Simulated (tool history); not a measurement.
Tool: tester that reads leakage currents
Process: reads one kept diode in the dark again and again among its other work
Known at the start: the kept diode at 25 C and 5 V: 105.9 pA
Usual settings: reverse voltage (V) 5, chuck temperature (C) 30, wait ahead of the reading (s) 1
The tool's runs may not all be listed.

run,hour,reverse voltage (V),chuck temperature (C),wait ahead of the reading (s),current that the tester gives (pA)
1,0,5,30,1,153.77
2,166,5,30,1,153.84
3,258.9,5,30,1,153.2
4,412.3,5,30,1.54,153.43
5,509.1,5,30,2.91,152.46
6,680.4,5,30,2.91,152.71
7,797.1,5,30,2.91,152.38
# hour 912: chuck's temperature calibrated
8,972.1,5,30,2.91,152.53
9,1074,5,30,9.42,152.64
# hour 1134.3: probe card cleaned and baked
10,1285.7,5,30,1,154.06
11,1452.1,5,30,1,153.34
12,1651.8,5,30,1,153.5
13,1752.2,5,30,1,153.16
14,1846.4,8.09,45,5.89,484.99
15,1954.2,8.09,45,5.89,486.88
16,2130.7,1.25,30,1.72,96.95
17,2286.7,7.07,33,0.77,213.38
18,2374.8,8.23,30,0.56,184.55
19,2552.7,2.91,30,6.81,126.67
20,2647.5,3.56,38,0.74,236.14
21,2845.2,1.46,30,4.08,101.13
22,2946,4.04,30,0.81,143.4
23,3040.3,4.04,23,4.4,85.61
24,3186.5,5,23,1,93.54
25,3398.2,5,25,1,108.03

3 ways to go on from here, each from the tool as it stands after run 25. What would each give?
A,3604.3,5,30,5.12,?
B,3604.3,11.57,31,1,?
C,3604.3,5,30,2.02,?

run,current that the tester gives (pA)
A,152.01
B,217.48
C,152.51
Without the tool's hidden state the same runs would have given:
run,current that the tester gives (pA)
A,151.83
B,217.16
C,152.33
